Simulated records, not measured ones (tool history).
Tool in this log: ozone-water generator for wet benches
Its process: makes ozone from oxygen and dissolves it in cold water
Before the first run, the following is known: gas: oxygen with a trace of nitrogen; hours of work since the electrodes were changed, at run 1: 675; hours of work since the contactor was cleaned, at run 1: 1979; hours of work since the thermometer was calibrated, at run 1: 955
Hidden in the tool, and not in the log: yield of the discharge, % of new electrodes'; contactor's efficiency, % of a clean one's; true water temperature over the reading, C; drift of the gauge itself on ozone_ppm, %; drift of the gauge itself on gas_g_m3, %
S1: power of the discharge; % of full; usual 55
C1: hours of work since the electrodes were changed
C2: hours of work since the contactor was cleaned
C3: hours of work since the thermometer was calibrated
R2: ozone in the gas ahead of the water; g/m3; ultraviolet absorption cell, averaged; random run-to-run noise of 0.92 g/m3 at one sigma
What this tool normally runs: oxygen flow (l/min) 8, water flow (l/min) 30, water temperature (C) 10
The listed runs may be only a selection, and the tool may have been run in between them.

Run 1, hour 0: usual settings; C1 675; C2 1979; C3 955. Result: dissolved ozone (ppm) 17.6, R2 152.4 g/m3.
Run 2, hour 24.7: usual settings; C1 696; C2 1999; C3 975. Result: dissolved ozone (ppm) 17.4, R2 151.6 g/m3.
Run 3, hour 43.5: usual settings but water flow (l/min) 25; C1 711; C2 2015; C3 991. Result: dissolved ozone (ppm) 20.3, R2 151.9 g/m3.
Run 4, hour 76.4: usual settings but S1 81 % of full; C1 739; C2 2042; C3 1018. Result: dissolved ozone (ppm) 23, R2 203.1 g/m3.
Run 5, hour 94.9: usual settings but S1 81 % of full; C1 754; C2 2057; C3 1033. Result: dissolved ozone (ppm) 23.3, R2 202.9 g/m3.
Run 6, hour 116.1: usual settings but S1 81 % of full; C1 772; C2 2075; C3 1051. Result: dissolved ozone (ppm) 23.2, R2 201.2 g/m3.
Run 7, hour 144.6: usual settings but S1 81 % of full; C1 795; C2 2099; C3 1075. Result: dissolved ozone (ppm) 23.5, R2 203.1 g/m3.
Run 8, hour 177.2: usual settings but S1 81 % of full; C1 823; C2 2126; C3 1102. Result: dissolved ozone (ppm) 23.2, R2 202.9 g/m3.
Run 9, hour 196.2: usual settings; C1 838; C2 2141; C3 1118. Result: dissolved ozone (ppm) 17.2, R2 151.7 g/m3.
Run 10, hour 217: usual settings; C1 856; C2 2159; C3 1135. Result: dissolved ozone (ppm) 17.2, R2 151 g/m3.
Run 11, hour 247.2: usual settings; C1 881; C2 2184; C3 1160. Result: dissolved ozone (ppm) 17.1, R2 151.8 g/m3.
At hour 250: water thermometer calibrated.
Run 12, hour 283.6: usual settings; C1 910; C2 2214; C3 28. Result: dissolved ozone (ppm) 17.3, R2 151.2 g/m3.
Run 13, hour 314: usual settings; C1 936; C2 2239; C3 53. Result: dissolved ozone (ppm) 17.3, R2 151 g/m3.
Run 14, hour 350.4: usual settings but S1 60 % of full; C1 966; C2 2269; C3 83. Result: dissolved ozone (ppm) 18.5, R2 162.2 g/m3.
Run 15, hour 391.5: usual settings but S1 60 % of full; C1 1000; C2 2303; C3 118. Result: dissolved ozone (ppm) 18.6, R2 162.1 g/m3.
Run 16, hour 417.3: usual settings but S1 60 % of full; C1 1021; C2 2325; C3 139. Result: dissolved ozone (ppm) 18.2, R2 161.9 g/m3.
Run 17, hour 440.5: usual settings but S1 60 % of full; C1 1041; C2 2344; C3 158. Result: dissolved ozone (ppm) 18.6, R2 161.4 g/m3.
At hour 466.8: water thermometer calibrated, once more.
Run 18, hour 474: usual settings but S1 70 % of full, oxygen flow (l/min) 8.22; C1 1068; C2 2371; C3 6. Result: dissolved ozone (ppm) 20.7, R2 176.8 g/m3.
Run 19, hour 515.7: usual settings but S1 70 % of full, oxygen flow (l/min) 8.22; C1 1103; C2 2406; C3 41. Result: dissolved ozone (ppm) 20.7, R2 180.5 g/m3.
Run 20, hour 550.9: usual settings but S1 70 % of full, oxygen flow (l/min) 8.22; C1 1132; C2 2435; C3 70. Result: dissolved ozone (ppm) 20.9, R2 178.4 g/m3.
Run 21, hour 577.8: usual settings but S1 78 % of full, oxygen flow (l/min) 13.63; C1 1154; C2 2458; C3 92. Result: dissolved ozone (ppm) 25.4, R2 164.5 g/m3.
Run 22, hour 618.9: usual settings but S1 78 % of full, oxygen flow (l/min) 13.63; C1 1188; C2 2492; C3 126. Result: dissolved ozone (ppm) 25.1, R2 163 g/m3.
Run 23, hour 654.9: usual settings but S1 57 % of full, water flow (l/min) 29; C1 1218; C2 2522; C3 156. Result: dissolved ozone (ppm) 18.5, R2 154.6 g/m3.
Run 24, hour 680: usual settings but S1 57 % of full, water flow (l/min) 29; C1 1239; C2 2542; C3 177. Result: dissolved ozone (ppm) 18.2, R2 154.4 g/m3.
Run 25, hour 699: usual settings but S1 57 % of full, water flow (l/min) 29; C1 1255; C2 2558; C3 193. Result: dissolved ozone (ppm) 18, R2 154.6 g/m3.
Run 26, hour 730.7: usual settings but S1 75 % of full, oxygen flow (l/min) 5.73, water flow (l/min) 21; C1 1281; C2 2584; C3 219. Result: dissolved ozone (ppm) 26.5, R2 209.4 g/m3.
Run 27, hour 751.3: usual settings but oxygen flow (l/min) 6.97, water flow (l/min) 47, water temperature (C) 9; C1 1298; C2 2602; C3 236. Result: dissolved ozone (ppm) 10.6, R2 157.3 g/m3.
Run 28, hour 774.2: usual settings but S1 77 % of full, oxygen flow (l/min) 10.08, water flow (l/min) 27, water temperature (C) 15; C1 1317; C2 2621; C3 255. Result: dissolved ozone (ppm) 23.1, R2 178.3 g/m3.
Run 29, hour 804.3: usual settings but S1 52 % of full, oxygen flow (l/min) 5.33, water flow (l/min) 21, water temperature (C) 5; C1 1342; C2 2646; C3 280. Result: dissolved ozone (ppm) 21.2, R2 165.2 g/m3.
Run 30, hour 822.5: usual settings but S1 46 % of full, water flow (l/min) 45; C1 1358; C2 2661; C3 295. Result: dissolved ozone (ppm) 10.2, R2 132 g/m3.
Run 31, hour 860.5: usual settings but S1 45 % of full, oxygen flow (l/min) 9.04, water flow (l/min) 27, water temperature (C) 7; C1 1389; C2 2692; C3 327. Result: dissolved ozone (ppm) 17.3, R2 123.6 g/m3.
Run 32, hour 891.4: usual settings but S1 45 % of full, oxygen flow (l/min) 9.04, water flow (l/min) 27, water temperature (C) 7; C1 1415; C2 2718; C3 353. Result: dissolved ozone (ppm) 17.2, R2 123.4 g/m3.
Run 33, hour 909: usual settings but S1 45 % of full, oxygen flow (l/min) 9.04, water flow (l/min) 27, water temperature (C) 7; C1 1429; C2 2733; C3 367. Result: dissolved ozone (ppm) 17.1, R2 123.6 g/m3.
Run 34, hour 945.8: usual settings but S1 45 % of full, oxygen flow (l/min) 8.98, water flow (l/min) 19, water temperature (C) 7; C1 1460; C2 2763; C3 398. Result: dissolved ozone (ppm) 22.5, R2 123.6 g/m3.

Forecast each of these 3 alternatives for the next run:
Run A, hour 963.8: usual settings but oxygen flow (l/min) 6.33, water flow (l/min) 40; C1 1475; C2 2778; C3 413. Result: dissolved ozone (ppm) ?, R2 ?.
Run B, hour 963.8: usual settings but S1 62 % of full, oxygen flow (l/min) 11.49; C1 1475; C2 2778; C3 413. Result: dissolved ozone (ppm) ?, R2 ?.
Run C, hour 963.8: usual settings but S1 57 % of full, oxygen flow (l/min) 4.71, water flow (l/min) 19, water temperature (C) 5; C1 1475; C2 2778; C3 413. Result: dissolved ozone (ppm) ?, R2 ?.

run  dissolved ozone (ppm)     R2
  A                     12  162.6
  B                   20.4    143
  C                   23.6  184.1
With the hidden condition removed and each run's random variation left untouched, the same runs would have given:
run  dissolved ozone (ppm)     R2
  A                   12.8  167.5
  B                   21.8  147.8
  C                   24.9    190
